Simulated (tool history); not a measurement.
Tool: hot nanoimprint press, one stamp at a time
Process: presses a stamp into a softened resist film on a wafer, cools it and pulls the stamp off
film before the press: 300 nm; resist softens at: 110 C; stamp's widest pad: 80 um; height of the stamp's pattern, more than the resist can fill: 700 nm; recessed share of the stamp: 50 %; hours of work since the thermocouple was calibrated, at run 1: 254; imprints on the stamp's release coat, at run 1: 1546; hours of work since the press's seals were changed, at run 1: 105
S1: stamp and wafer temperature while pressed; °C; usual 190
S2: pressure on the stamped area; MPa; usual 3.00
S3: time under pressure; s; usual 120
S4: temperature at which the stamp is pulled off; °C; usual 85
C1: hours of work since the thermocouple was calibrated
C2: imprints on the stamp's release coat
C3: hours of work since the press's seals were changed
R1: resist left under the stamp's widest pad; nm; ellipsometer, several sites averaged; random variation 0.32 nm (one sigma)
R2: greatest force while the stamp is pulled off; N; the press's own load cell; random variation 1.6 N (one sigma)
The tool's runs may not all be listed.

Run 1, hour 0.0: usual settings; C1 254; C2 1546; C3 105. Result: R1 127.7 nm, R2 151 N.
Run 2, hour 18.2: usual settings but S3 114 s; C1 262; C2 1606; C3 114. Result: R1 130.0 nm, R2 149 N.
Run 3, hour 32.2: usual settings but S3 114 s; C1 269; C2 1652; C3 120. Result: R1 129.6 nm, R2 149 N.
Run 4, hour 42.1: usual settings but S3 114 s; C1 273; C2 1685; C3 125. Result: R1 130.1 nm, R2 150 N.
Run 5, hour 63.0: usual settings; C1 283; C2 1754; C3 134. Result: R1 127.5 nm, R2 152 N.
Run 6, hour 81.3: usual settings; C1 291; C2 1814; C3 143. Result: R1 127.5 nm, R2 155 N.
Run 7, hour 103.5: usual settings; C1 302; C2 1888; C3 153. Result: R1 127.6 nm, R2 152 N.
Run 8, hour 125.5: usual settings; C1 312; C2 1960; C3 163. Result: R1 128.8 nm, R2 157 N.
Run 9, hour 141.4: usual settings; C1 319; C2 2013; C3 170. Result: R1 127.9 nm, R2 157 N.
Run 10, hour 159.4: usual settings but S2 1.92 MPa, S3 123 s; C1 327; C2 2073; C3 178. Result: R1 156.6 nm, R2 156 N.
Run 11, hour 174.0: usual settings but S3 195 s, S4 81 °C; C1 334; C2 2121; C3 185. Result: R1 107.4 nm, R2 167 N.
At hour 185.4: stamp cleaned and given a new release coat.
Run 12, hour 191.3: usual settings but S2 3.45 MPa, S3 195 s, S4 81 °C; C1 339; C2 19; C3 190. Result: R1 99.7 nm, R2 136 N.
Run 13, hour 201.6: usual settings but S2 3.45 MPa, S3 195 s, S4 81 °C; C1 344; C2 53; C3 195. Result: R1 99.3 nm, R2 143 N.
Run 14, hour 216.1: usual settings but S3 223 s, S4 81 °C; C1 350; C2 101; C3 202. Result: R1 102.3 nm, R2 142 N.
Run 15, hour 225.5: usual settings but S1 198 °C, S2 3.84 MPa, S3 223 s, S4 90 °C; C1 355; C2 133; C3 206. Result: R1 67.1 nm, R2 121 N.
Run 16, hour 243.3: usual settings but S2 2.89 MPa, S4 89 °C; C1 363; C2 191; C3 214. Result: R1 131.5 nm, R2 125 N.

Forecast each of these 5 alternatives for the next run:
Run A, hour 263.9: usual settings but S2 2.89 MPa, S3 110 s, S4 89 °C; C1 372; C2 259; C3 224. Result: R1 ?, R2 ?.
Run B, hour 263.9: usual settings but S2 2.97 MPa, S3 140 s; C1 372; C2 259; C3 224. Result: R1 ?, R2 ?.
Run C, hour 263.9: usual settings but S1 179 °C, S2 1.84 MPa; C1 372; C2 259; C3 224. Result: R1 ?, R2 ?.
Run D, hour 263.9: usual settings but S2 2.89 MPa, S4 88 °C; C1 372; C2 259; C3 224. Result: R1 ?, R2 ?.
Run E, hour 263.9: usual settings but S3 218 s; C1 372; C2 259; C3 224. Result: R1 ?, R2 ?.

run     R1   R2
  A  135.7  123
  B  122.1  134
  C  219.2  133
  D  131.5  128
  E  102.9  134
Without the tool's hidden state the same runs would have given:
run     R1   R2
  A  131.9  119
  B  118.6  129
  C  215.4  129
  D  127.9  124
  E   99.8  130

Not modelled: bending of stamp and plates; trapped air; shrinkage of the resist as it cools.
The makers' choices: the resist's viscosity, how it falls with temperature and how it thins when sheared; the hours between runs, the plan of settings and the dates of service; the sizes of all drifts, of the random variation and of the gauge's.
